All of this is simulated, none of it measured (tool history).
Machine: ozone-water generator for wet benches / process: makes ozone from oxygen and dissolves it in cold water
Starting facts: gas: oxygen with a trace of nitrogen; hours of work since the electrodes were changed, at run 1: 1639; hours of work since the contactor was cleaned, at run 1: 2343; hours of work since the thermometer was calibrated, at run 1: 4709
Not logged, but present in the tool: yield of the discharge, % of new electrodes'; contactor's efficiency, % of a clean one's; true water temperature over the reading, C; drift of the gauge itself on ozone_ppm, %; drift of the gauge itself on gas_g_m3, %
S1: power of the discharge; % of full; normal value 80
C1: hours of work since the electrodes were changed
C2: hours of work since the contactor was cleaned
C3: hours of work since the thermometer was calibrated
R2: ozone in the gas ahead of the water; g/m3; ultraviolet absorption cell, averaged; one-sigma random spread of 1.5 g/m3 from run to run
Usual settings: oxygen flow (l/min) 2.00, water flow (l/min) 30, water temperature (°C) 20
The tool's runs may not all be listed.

Run 1, day 0.000: usual settings; C1 1639; C2 2343; C3 4709. Result: dissolved ozone (ppm) 13.2, R2 286.6 g/m3.
Run 2, day 1.742: usual settings; C1 1676; C2 2379; C3 4746. Result: dissolved ozone (ppm) 13.6, R2 287.9 g/m3.
Run 3, day 2.967: usual settings; C1 1701; C2 2405; C3 4772. Result: dissolved ozone (ppm) 13.4, R2 283.6 g/m3.
Run 4, day 4.454: usual settings; C1 1733; C2 2436; C3 4803. Result: dissolved ozone (ppm) 13.5, R2 285.6 g/m3.
Run 5, day 6.629: usual settings but water temperature (°C) 16; C1 1778; C2 2482; C3 4848. Result: dissolved ozone (ppm) 13.6, R2 285.3 g/m3.
Run 6, day 8.158: usual settings but S1 68 % of full, water temperature (°C) 16; C1 1810; C2 2514; C3 4880. Result: dissolved ozone (ppm) 11.9, R2 244.6 g/m3.
Run 7, day 9.712: usual settings but S1 68 % of full, water temperature (°C) 16; C1 1843; C2 2546; C3 4913. Result: dissolved ozone (ppm) 11.9, R2 247.2 g/m3.
Run 8, day 11.108: usual settings but S1 68 % of full, water temperature (°C) 16; C1 1872; C2 2576; C3 4942. Result: dissolved ozone (ppm) 11.9, R2 246.2 g/m3.
Run 9, day 12.512: usual settings but S1 68 % of full, water temperature (°C) 16; C1 1902; C2 2605; C3 4972. Result: dissolved ozone (ppm) 12.1, R2 248.4 g/m3.
Run 10, day 13.996: usual settings but S1 68 % of full, water flow (l/min) 22, water temperature (°C) 16; C1 1933; C2 2636; C3 5003. Result: dissolved ozone (ppm) 16.1, R2 246.9 g/m3.
Run 11, day 16.188: usual settings but S1 68 % of full, water flow (l/min) 22, water temperature (°C) 16; C1 1979; C2 2682; C3 5049. Result: dissolved ozone (ppm) 16.5, R2 244.6 g/m3.
Run 12, day 17.638: usual settings but S1 68 % of full, water flow (l/min) 22, water temperature (°C) 16; C1 2009; C2 2713; C3 5079. Result: dissolved ozone (ppm) 16.3, R2 247.5 g/m3.
Run 13, day 19.825: usual settings but S1 68 % of full, water flow (l/min) 22, water temperature (°C) 16; C1 2055; C2 2759; C3 5125. Result: dissolved ozone (ppm) 16.3, R2 246.4 g/m3.
Run 14, day 21.600: usual settings; C1 2092; C2 2796; C3 5162. Result: dissolved ozone (ppm) 13.1, R2 284.7 g/m3.
Run 15, day 22.579: usual settings; C1 2113; C2 2816; C3 5183. Result: dissolved ozone (ppm) 13.6, R2 284.0 g/m3.
Run 16, day 24.783: usual settings; C1 2159; C2 2863; C3 5229. Result: dissolved ozone (ppm) 13.5, R2 284.2 g/m3.
Run 17, day 26.625: usual settings; C1 2198; C2 2901; C3 5268. Result: dissolved ozone (ppm) 13.6, R2 282.2 g/m3.
Run 18, day 27.971: usual settings; C1 2226; C2 2929; C3 5296. Result: dissolved ozone (ppm) 13.4, R2 284.5 g/m3.
Run 19, day 29.621: usual settings but S1 71 % of full, oxygen flow (l/min) 1.71, water flow (l/min) 18, water temperature (°C) 17; C1 2260; C2 2964; C3 5331. Result: dissolved ozone (ppm) 19.2, R2 271.9 g/m3.
Run 20, day 30.942: usual settings but water temperature (°C) 19; C1 2288; C2 2992; C3 5358. Result: dissolved ozone (ppm) 13.3, R2 284.8 g/m3.
Run 21, day 32.925: usual settings but oxygen flow (l/min) 3.02, water flow (l/min) 32, water temperature (°C) 16; C1 2330; C2 3033; C3 5400. Result: dissolved ozone (ppm) 15.3, R2 243.3 g/m3.
Run 22, day 34.925: usual settings but S1 42 % of full, oxygen flow (l/min) 3.28, water flow (l/min) 28, water temperature (°C) 25; C1 2372; C2 3075; C3 5442. Result: dissolved ozone (ppm) 9.5, R2 135.6 g/m3.
Run 23, day 36.333: usual settings but S1 52 % of full, oxygen flow (l/min) 3.28, water flow (l/min) 22, water temperature (°C) 25; C1 2401; C2 3105; C3 5471. Result: dissolved ozone (ppm) 14.0, R2 161.1 g/m3.
Run 24, day 38.346: usual settings but S1 48 % of full, oxygen flow (l/min) 3.37, water flow (l/min) 23; C1 2443; C2 3147; C3 5513. Result: dissolved ozone (ppm) 13.1, R2 150.7 g/m3.
Run 25, day 40.092: usual settings but S1 40 % of full, oxygen flow (l/min) 3.37, water flow (l/min) 21, water temperature (°C) 17; C1 2480; C2 3183; C3 5550. Result: dissolved ozone (ppm) 12.8, R2 128.5 g/m3.
At day 41.758: water thermometer calibrated.
Run 26, day 41.771: usual settings but S1 40 % of full, oxygen flow (l/min) 3.37, water flow (l/min) 21, water temperature (°C) 23; C1 2515; C2 3218; C3 0. Result: dissolved ozone (ppm) 11.9, R2 127.5 g/m3.
Run 27, day 42.971: usual settings but S1 40 % of full, oxygen flow (l/min) 3.57, water flow (l/min) 21, water temperature (°C) 13; C1 2540; C2 3243; C3 25. Result: dissolved ozone (ppm) 13.4, R2 123.0 g/m3.
Run 28, day 44.879: usual settings but S1 40 % of full, oxygen flow (l/min) 3.57, water flow (l/min) 21, water temperature (°C) 13; C1 2580; C2 3283; C3 65. Result: dissolved ozone (ppm) 13.5, R2 123.9 g/m3.
Run 29, day 46.008: usual settings but S1 91 % of full, water flow (l/min) 24; C1 2604; C2 3307; C3 89. Result: dissolved ozone (ppm) 18.6, R2 318.3 g/m3.
Run 30, day 47.804: usual settings but S1 91 % of full, water flow (l/min) 24; C1 2641; C2 3345; C3 127. Result: dissolved ozone (ppm) 18.7, R2 316.6 g/m3.
Run 31, day 49.467: usual settings but water flow (l/min) 23; C1 2676; C2 3380; C3 162. Result: dissolved ozone (ppm) 17.5, R2 284.6 g/m3.
Run 32, day 50.658: usual settings but S1 55 % of full, oxygen flow (l/min) 3.28, water flow (l/min) 40; C1 2701; C2 3405; C3 187. Result: dissolved ozone (ppm) 8.6, R2 168.6 g/m3.
Run 33, day 52.762: usual settings but S1 61 % of full, oxygen flow (l/min) 3.08, water flow (l/min) 24, water temperature (°C) 21; C1 2745; C2 3449; C3 231. Result: dissolved ozone (ppm) 15.3, R2 190.5 g/m3.

Each row is a separate what-if for the run after 33, all from the same tool condition, not one after another. Results?
Run A, day 53.975: usual settings but S1 85 % of full; C1 2771; C2 3474; C3 256. Result: dissolved ozone (ppm) ?, R2 ?.
Run B, day 53.975: usual settings but S1 67 % of full, water temperature (°C) 14; C1 2771; C2 3474; C3 256. Result: dissolved ozone (ppm) ?, R2 ?.
Run C, day 53.975: usual settings but S1 61 % of full, oxygen flow (l/min) 2.57; C1 2771; C2 3474; C3 256. Result: dissolved ozone (ppm) ?, R2 ?.

run  dissolved ozone (ppm)     R2
  A                   14.2  301.2
  B                   11.8  242.2
  C                   11.6  203.1
Stripped of hidden state, with their random variation kept, the same runs would have yielded:
run  dissolved ozone (ppm)     R2
  A                   14.2  301.3
  B                   11.8  242.3
  C                   11.6  203.2
